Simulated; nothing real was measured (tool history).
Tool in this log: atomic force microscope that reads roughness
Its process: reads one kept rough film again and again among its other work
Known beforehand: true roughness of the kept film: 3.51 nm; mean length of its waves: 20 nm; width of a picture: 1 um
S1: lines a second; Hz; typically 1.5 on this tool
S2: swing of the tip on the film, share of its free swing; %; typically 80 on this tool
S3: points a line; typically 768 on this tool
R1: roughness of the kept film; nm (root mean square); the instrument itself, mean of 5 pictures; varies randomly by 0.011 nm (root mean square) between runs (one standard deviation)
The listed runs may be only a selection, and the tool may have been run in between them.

run 1 day=0 | S1=1.5 S2=80 S3=768 | R1=2.097
-- day=0.246 new tip fitted
run 2 day=0.571 | S1=1.5 S2=80 S3=768 | R1=2.463
run 3 day=1.308 | S1=1.5 S2=80 S3=768 | R1=2.245
run 4 day=2.054 | S1=1.5 S2=80 S3=768 | R1=2.034
-- day=2.25 new tip fitted
run 5 day=2.5 | S1=1.5 S2=80 S3=768 | R1=2.521
run 6 day=3.254 | S1=1.5 S2=80 S3=477 | R1=2.279
run 7 day=3.925 | S1=1.76 S2=80 S3=768 | R1=2.071
-- day=4.238 new tip fitted
run 8 day=4.683 | S1=1.76 S2=80 S3=768 | R1=2.469
run 9 day=5.012 | S1=1.5 S2=80 S3=768 | R1=2.371
run 10 day=5.433 | S1=1.5 S2=80 S3=768 | R1=2.229
run 11 day=5.842 | S1=1.5 S2=80 S3=768 | R1=2.131
-- day=6.242 new tip fitted
run 12 day=6.658 | S1=1.5 S2=80 S3=768 | R1=2.444
run 13 day=7.454 | S1=1.5 S2=80 S3=768 | R1=2.194
run 14 day=7.867 | S1=1.5 S2=80 S3=768 | R1=2.12
-- day=8.262 new tip fitted
run 15 day=8.383 | S1=1.5 S2=80 S3=816 | R1=2.597
run 16 day=8.942 | S1=0.53 S2=80 S3=768 | R1=2.481
run 17 day=9.679 | S1=0.53 S2=80 S3=768 | R1=2.25
run 18 day=10.192 | S1=1.5 S2=80 S3=768 | R1=2.043
-- day=10.25 new tip fitted
run 19 day=10.871 | S1=1.5 S2=80 S3=768 | R1=2.416
run 20 day=11.338 | S1=1.5 S2=79 S3=768 | R1=2.256
run 21 day=11.917 | S1=1.5 S2=79 S3=768 | R1=2.118
-- day=12.3 new tip fitted
run 22 day=12.442 | S1=1.5 S2=79 S3=768 | R1=2.548
run 23 day=12.925 | S1=1.5 S2=80 S3=256 | R1=2.309
run 24 day=13.521 | S1=1.5 S2=80 S3=256 | R1=2.126
run 25 day=14.079 | S1=1.5 S2=80 S3=335 | R1=2.014
-- day=14.296 new tip fitted
run 26 day=14.588 | S1=1.5 S2=86 S3=768 | R1=2.499
run 27 day=15.317 | S1=2.33 S2=59 S3=536 | R1=2.341
run 28 day=15.638 | S1=2.33 S2=59 S3=536 | R1=2.235
-- day=15.754 height scale calibrated on a step standard
run 29 day=16.083 | S1=0.53 S2=73 S3=318 | R1=2.104
-- day=16.312 new tip fitted
run 30 day=16.483 | S1=0.53 S2=73 S3=318 | R1=2.604
run 31 day=16.871 | S1=0.53 S2=73 S3=318 | R1=2.448
run 32 day=17.458 | S1=0.53 S2=74 S3=998 | R1=2.324
run 33 day=18.233 | S1=1.5 S2=55 S3=752 | R1=2.093
-- day=18.342 new tip fitted
run 34 day=18.829 | S1=2.42 S2=72 S3=752 | R1=2.467
-- day=19.421 height scale calibrated on a step standard, once more
run 35 day=19.421 | S1=1.5 S2=68 S3=624 | R1=2.371
run 36 day=19.754 | S1=1.5 S2=68 S3=624 | R1=2.238
run 37 day=20.142 | S1=0.74 S2=66 S3=643 | R1=2.173
-- day=20.375 new tip fitted
run 38 day=20.717 | S1=3.91 S2=80 S3=897 | R1=2.329
run 39 day=21.388 | S1=2.22 S2=68 S3=312 | R1=2.275
run 40 day=21.983 | S1=2.16 S2=89 S3=262 | R1=1.916
-- day=22.4 new tip fitted
run 41 day=22.55 | S1=2.71 S2=89 S3=262 | R1=2.297
run 42 day=22.908 | S1=0.59 S2=90 S3=598 | R1=2.478
run 43 day=23.562 | S1=0.59 S2=90 S3=598 | R1=2.25
run 44 day=24.312 | S1=1.5 S2=63 S3=768 | R1=2.094
-- day=24.442 new tip fitted
run 45 day=24.992 | S1=1.5 S2=63 S3=768 | R1=2.539
run 46 day=25.462 | S1=1.5 S2=55 S3=660 | R1=2.388
run 47 day=26.05 | S1=1.5 S2=80 S3=926 | R1=2.135
-- day=26.475 new tip fitted
run 48 day=26.658 | S1=1.11 S2=81 S3=758 | R1=2.605
run 49 day=27.279 | S1=1.11 S2=81 S3=758 | R1=2.387
run 50 day=27.904 | S1=2.86 S2=80 S3=855 | R1=2.096
-- day=28.458 new tip fitted
run 51 day=28.458 | S1=2.86 S2=80 S3=326 | R1=2.493
run 52 day=28.917 | S1=2.86 S2=80 S3=326 | R1=2.315

Here are 3 independent what-if runs from the current tool condition. What would each one return?
run A day=29.242 | S1=1.09 S2=80 S3=326 | R1=?
run B day=29.242 | S1=2.78 S2=80 S3=326 | R1=?
run C day=29.242 | S1=1.09 S2=80 S3=768 | R1=?

run=A R1=2.346
run=B R1=2.199
run=C R1=2.391
Had the tool no hidden state, the same runs would have come out as:
run=A R1=2.659
run=B R1=2.493
run=C R1=2.71
